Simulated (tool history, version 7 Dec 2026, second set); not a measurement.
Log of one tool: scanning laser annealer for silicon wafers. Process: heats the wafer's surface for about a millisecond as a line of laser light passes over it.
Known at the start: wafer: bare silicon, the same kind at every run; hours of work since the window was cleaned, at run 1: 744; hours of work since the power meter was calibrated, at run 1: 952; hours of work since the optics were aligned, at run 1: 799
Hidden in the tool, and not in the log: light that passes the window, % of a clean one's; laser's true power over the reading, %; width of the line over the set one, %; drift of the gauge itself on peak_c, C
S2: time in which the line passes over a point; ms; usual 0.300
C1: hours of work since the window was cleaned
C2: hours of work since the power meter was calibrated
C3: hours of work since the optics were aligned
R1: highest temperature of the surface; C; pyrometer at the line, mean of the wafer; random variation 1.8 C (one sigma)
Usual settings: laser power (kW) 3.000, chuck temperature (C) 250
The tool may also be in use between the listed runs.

Run 1, hour 0.0: usual settings; C1 744; C2 952; C3 799. Result: R1 950 C.
Run 2, hour 41.3: usual settings; C1 772; C2 980; C3 827. Result: R1 954 C.
Run 3, hour 95.0: usual settings; C1 809; C2 1016; C3 863. Result: R1 950 C.
Run 4, hour 146.7: usual settings; C1 844; C2 1051; C3 898. Result: R1 949 C.
Run 5, hour 184.7: usual settings; C1 870; C2 1077; C3 924. Result: R1 955 C.
Run 6, hour 238.0: usual settings; C1 906; C2 1113; C3 960. Result: R1 954 C.
Run 7, hour 297.8: usual settings; C1 946; C2 1154; C3 1000. Result: R1 954 C.
Run 8, hour 330.6: usual settings; C1 968; C2 1176; C3 1023. Result: R1 953 C.
At hour 339.1: window over the wafer cleaned.
Run 9, hour 372.4: usual settings but chuck temperature (C) 216; C1 23; C2 1203; C3 1050. Result: R1 920 C.
Run 10, hour 399.9: usual settings but chuck temperature (C) 284; C1 41; C2 1221; C3 1068. Result: R1 988 C.
Run 11, hour 460.0: usual settings but S2 0.251 ms; C1 82; C2 1262; C3 1109. Result: R1 896 C.
Run 12, hour 495.6: usual settings but S2 0.251 ms; C1 106; C2 1286; C3 1133. Result: R1 894 C.
Run 13, hour 532.1: usual settings but S2 0.251 ms, chuck temperature (C) 275; C1 131; C2 1311; C3 1158. Result: R1 918 C.
Run 14, hour 586.7: usual settings but laser power (kW) 3.145, S2 0.303 ms, chuck temperature (C) 229; C1 168; C2 1348; C3 1195. Result: R1 973 C.
At hour 635.4: optics aligned, line set to its width.
Run 15, hour 644.3: usual settings but laser power (kW) 2.981, S2 0.274 ms, chuck temperature (C) 245; C1 204; C2 1384; C3 6. Result: R1 913 C.
Run 16, hour 669.9: usual settings but laser power (kW) 2.921, S2 0.223 ms, chuck temperature (C) 227; C1 221; C2 1401; C3 23. Result: R1 816 C.
Run 17, hour 704.4: usual settings but S2 0.257 ms, chuck temperature (C) 254; C1 244; C2 1424; C3 47. Result: R1 905 C.
Run 18, hour 742.1: usual settings but laser power (kW) 2.868, S2 0.257 ms, chuck temperature (C) 254; C1 270; C2 1450; C3 72. Result: R1 878 C.
Run 19, hour 786.8: usual settings but laser power (kW) 2.868, S2 0.257 ms, chuck temperature (C) 254; C1 300; C2 1480; C3 103. Result: R1 874 C.
Run 20, hour 824.3: usual settings but laser power (kW) 2.647, S2 0.269 ms, chuck temperature (C) 252; C1 326; C2 1506; C3 128. Result: R1 839 C.
Run 21, hour 856.9: usual settings but laser power (kW) 2.647, S2 0.269 ms, chuck temperature (C) 252; C1 348; C2 1528; C3 150. Result: R1 840 C.
Run 22, hour 889.7: usual settings but S2 0.231 ms, chuck temperature (C) 229; C1 370; C2 1550; C3 172. Result: R1 842 C.
Run 23, hour 938.4: usual settings but S2 0.231 ms, chuck temperature (C) 229; C1 403; C2 1583; C3 205. Result: R1 844 C.
Run 24, hour 978.6: usual settings but laser power (kW) 2.639, S2 0.231 ms, chuck temperature (C) 283; C1 430; C2 1610; C3 233. Result: R1 827 C.
Run 25, hour 1022.1: usual settings but laser power (kW) 2.639, S2 0.231 ms, chuck temperature (C) 283; C1 460; C2 1640; C3 262. Result: R1 823 C.
Run 26, hour 1075.0: usual settings but S2 0.223 ms, chuck temperature (C) 264; C1 496; C2 1676; C3 298. Result: R1 867 C.

4 ways to go on from here, each from the tool as it stands after run 26. What would each give?
Run A, hour 1110.6: usual settings but laser power (kW) 3.040, S2 0.234 ms, chuck temperature (C) 264; C1 520; C2 1700; C3 322. Result: R1 ?.
Run B, hour 1110.6: usual settings but S2 0.297 ms; C1 520; C2 1700; C3 322. Result: R1 ?.
Run C, hour 1110.6: usual settings but S2 0.223 ms, chuck temperature (C) 272; C1 520; C2 1700; C3 322. Result: R1 ?.
Run D, hour 1110.6: usual settings but laser power (kW) 2.806, S2 0.357 ms, chuck temperature (C) 265; C1 520; C2 1700; C3 322. Result: R1 ?.

run   R1
  A  891
  B  945
  C  879
  D  982
Without the tool's hidden state the same runs would have given:
run   R1
  A  892
  B  945
  C  880
  D  982
